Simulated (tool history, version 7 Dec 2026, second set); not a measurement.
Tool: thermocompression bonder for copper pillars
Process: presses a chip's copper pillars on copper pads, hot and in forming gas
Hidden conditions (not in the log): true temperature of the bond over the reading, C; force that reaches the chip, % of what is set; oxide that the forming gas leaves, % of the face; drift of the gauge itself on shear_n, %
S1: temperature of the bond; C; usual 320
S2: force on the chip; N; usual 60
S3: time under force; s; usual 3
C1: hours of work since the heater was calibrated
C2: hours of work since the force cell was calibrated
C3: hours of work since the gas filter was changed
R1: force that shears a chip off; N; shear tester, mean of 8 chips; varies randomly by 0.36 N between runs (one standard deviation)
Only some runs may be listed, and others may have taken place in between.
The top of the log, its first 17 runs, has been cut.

Run 18, hour 340.2: usual settings but S2 88 N; C1 1137; C2 638; C3 246. Result: R1 115.3 N.
Run 19, hour 362.2: usual settings but S3 8 s; C1 1151; C2 652; C3 260. Result: R1 124.9 N.
Run 20, hour 386.4: usual settings but S2 37 N, S3 2 s; C1 1166; C2 668; C3 275. Result: R1 68.6 N.
Run 21, hour 412.8: usual settings but S1 338 C, S2 51 N; C1 1183; C2 685; C3 292. Result: R1 109.8 N.
Run 22, hour 436.4: usual settings but S1 291 C, S2 50 N; C1 1198; C2 700; C3 307. Result: R1 63 N.
Run 23, hour 453.8: usual settings but S1 295 C; C1 1209; C2 711; C3 318. Result: R1 73.2 N.
Run 24, hour 471.8: usual settings but S1 334 C, S2 43 N, S3 5 s; C1 1221; C2 722; C3 330. Result: R1 113.4 N.
Run 25, hour 487.3: usual settings but S1 310 C, S2 40 N, S3 5 s; C1 1231; C2 732; C3 340. Result: R1 86.1 N.
Run 26, hour 502: usual settings but S1 315 C, S2 59 N, S3 5 s; C1 1240; C2 741; C3 349. Result: R1 106.8 N.
Run 27, hour 513.5: usual settings but S1 315 C, S2 59 N, S3 5 s; C1 1248; C2 749; C3 356. Result: R1 106.7 N.
Run 28, hour 532.5: usual settings but S1 327 C, S3 4 s; C1 1260; C2 761; C3 369. Result: R1 112.7 N.
Run 29, hour 555.3: usual settings but S1 327 C, S3 4 s; C1 1274; C2 775; C3 383. Result: R1 112.9 N.
Run 30, hour 574.6: usual settings but S1 294 C, S3 2 s; C1 1287; C2 788; C3 395. Result: R1 61.9 N.
Run 31, hour 594.3: usual settings but S2 46 N; C1 1299; C2 800; C3 408. Result: R1 87.3 N.
Run 32, hour 608.2: usual settings but S1 343 C, S2 42 N; C1 1308; C2 809; C3 417. Result: R1 105.4 N.
At hour 620.4: heater calibrated with a thermocouple chip.
Run 33, hour 633: usual settings but S1 318 C, S2 42 N; C1 8; C2 824; C3 431. Result: R1 78 N.

Alternative continuations, all from the tool just after run 33; predict every row:
At hour 638.4: forming gas filter changed.
Run A, hour 654.3: usual settings but S1 336 C; C1 21; C2 837; C3 10. Result: R1 ?.
At hour 638.4: forming gas filter changed.
Run B, hour 654.3: usual settings but S1 303 C, S2 42 N, S3 5 s; C1 21; C2 837; C3 10. Result: R1 ?.
At hour 638.4: forming gas filter changed.
Run C, hour 654.3: usual settings but S1 350 C, S2 43 N, S3 5 s; C1 21; C2 837; C3 10. Result: R1 ?.
At hour 638.4: forming gas filter changed.
Run D, hour 654.3: usual settings but S1 318 C, S2 42 N; C1 21; C2 837; C3 10. Result: R1 ?.

run     R1
  A  115.4
  B   80.8
  C  128.3
  D   82.2
Stripped of hidden state, with their random variation kept, the same runs would have yielded:
run     R1
  A  116.1
  B   81.4
  C  129.1
  D   82.9

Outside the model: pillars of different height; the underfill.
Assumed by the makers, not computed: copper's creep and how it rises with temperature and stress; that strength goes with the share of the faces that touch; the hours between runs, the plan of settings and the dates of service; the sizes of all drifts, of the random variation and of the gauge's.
